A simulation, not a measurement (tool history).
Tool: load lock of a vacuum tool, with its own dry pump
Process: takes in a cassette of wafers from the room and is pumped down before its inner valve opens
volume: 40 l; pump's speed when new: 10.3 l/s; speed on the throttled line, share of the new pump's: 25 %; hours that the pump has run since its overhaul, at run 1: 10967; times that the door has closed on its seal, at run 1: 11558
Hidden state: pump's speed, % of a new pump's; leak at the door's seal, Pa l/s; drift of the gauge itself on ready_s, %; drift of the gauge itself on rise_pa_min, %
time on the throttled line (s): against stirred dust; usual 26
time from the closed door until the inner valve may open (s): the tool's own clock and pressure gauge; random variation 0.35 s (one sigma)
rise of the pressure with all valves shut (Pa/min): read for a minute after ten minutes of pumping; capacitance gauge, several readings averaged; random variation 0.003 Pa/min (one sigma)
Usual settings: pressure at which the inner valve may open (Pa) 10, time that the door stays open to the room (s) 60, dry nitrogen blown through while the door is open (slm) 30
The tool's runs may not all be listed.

run	day	time on the throttled line (s)	pressure at which the inner valve may open (Pa)	time that the door stays open to the room (s)	dry nitrogen blown through while the door is open (slm)	hours that the pump has run since its overhaul	times that the door has closed on its seal	incoming humidity of the room's air, %	time from the closed door until the inner valve may open (s)	rise of the pressure with all valves shut (Pa/min)
1	0	26	10	60	30	10967	11558	45.7	57.8	0.057
2	8.288	26	10	60	30	11166	12176	42.9	58.3	0.06
3	14.279	26	10	60	30	11310	12624	45.1	57.6	0.062
4	22.683	26	10	60	30	11512	13251	44.9	57.2	0.054
5	26.1	26	10	60	30	11594	13506	44.1	58.2	0.06
6	31.429	26	10	60	4	11722	13904	45.1	57.4	0.094
7	38.7	26	10	32	30	11896	14446	43.4	57.3	0.049
8	46.758	26	10	32	30	12090	15048	42.5	57.8	0.044
9	54.712	26	10	32	30	12281	15641	49	57.6	0.054
10	58.108	26	10	26	30	12362	15895	43	57.8	0.044
11	66.317	26	10	26	30	12559	16507	42.8	57.8	0.053
12	74.408	26	10	26	30	12753	17111	44.9	58.4	0.05
13	81.996	26	10	66	30	12935	17677	44.6	57.8	0.069
14	85.808	26	10	60	30	13027	17962	43.4	57.9	0.073
15	94.025	26	10	60	30	13224	18575	45.5	58.2	0.072
16	98.754	26	10	60	30	13338	18928	45.8	58.2	0.07
17	102.338	26	10	60	8	13424	19196	42.7	57.9	0.098
18	107.7	26	10	60	8	13552	19596	42.7	58.3	0.091
19	114.279	26	10	60	9	13710	20087	44.7	58.1	0.092
20	119.283	29	13	60	30	13830	20460	44.6	59.2	0.072
21	125.633	29	13	32	30	13983	20934	47.3	59.6	0.061
22	129.321	26	10	36	4	14071	21210	41.5	58.9	0.084
23	133.054	15	10	60	30	14161	21488	45.9	51	0.074
24	140.275	16	10	60	30	14334	22027	43.7	51	0.079
25	144.433	23	8	60	17	14434	22337	48.5	56.9	0.093
26	152.142	26	10	60	30	14619	22913	43.1	58.6	0.079
27	158.096	26	10	60	30	14762	23357	45.5	58.9	0.084
28	164.738	26	10	60	30	14921	23853	42.7	58.5	0.078
29	170.225	29	14	30	9	15053	24262	43.9	59.6	0.082
30	176.158	33	18	125	7	15195	24705	45.2	61.1	0.155
31	182.65	33	18	125	7	15351	25190	46.5	60.6	0.169
32	189.488	26	8	60	14	15515	25700	44.2	59.8	0.1
33	193.254	26	12	60	10	15606	25981	44.8	58.7	0.108
34	201.167	26	12	60	10	15795	26571	42	58.2	0.108
35	208.283	22	15	45	43	15966	27103	44	54.3	0.075
36	215.671	22	10	60	30	16144	27654	46.7	55.6	0.091
37	223.996	22	17	26	30	16343	28275	45.4	53.6	0.076
38	229.704	16	10	60	30	16480	28701	44.6	51.5	0.093

Measured less the same run without the tool's hidden state. The same run-to-run variation is in both; the gauge's scatter may not be:
run	time from the closed door until the inner valve may open (s)	rise of the pressure with all valves shut (Pa/min)
1	+2.1	+0.016
2	+2.1	+0.017
3	+2.1	+0.018
4	+2.1	+0.019
5	+2.1	+0.02
6	+2.2	+0.02
7	+2.2	+0.021
8	+2.3	+0.022
9	+2.3	+0.023
10	+2.3	+0.024
11	+2.4	+0.025
12	+2.4	+0.026
13	+2.4	+0.027
14	+2.5	+0.028
15	+2.6	+0.029
16	+2.5	+0.03
17	+2.6	+0.03
18	+2.6	+0.03
19	+2.6	+0.031
20	+2.5	+0.033
21	+2.5	+0.034
22	+2.8	+0.035
23	+3	+0.035
24	+3	+0.037
25	+2.9	+0.037
26	+2.8	+0.039
27	+2.8	+0.04
28	+2.9	+0.041
29	+2.8	+0.041
30	+2.5	+0.043
31	+2.6	+0.044
32	+3.1	+0.045
33	+3	+0.045
34	+3	+0.047
35	+3.1	+0.049
36	+3.3	+0.05
37	+3.1	+0.051
38	+3.5	+0.053
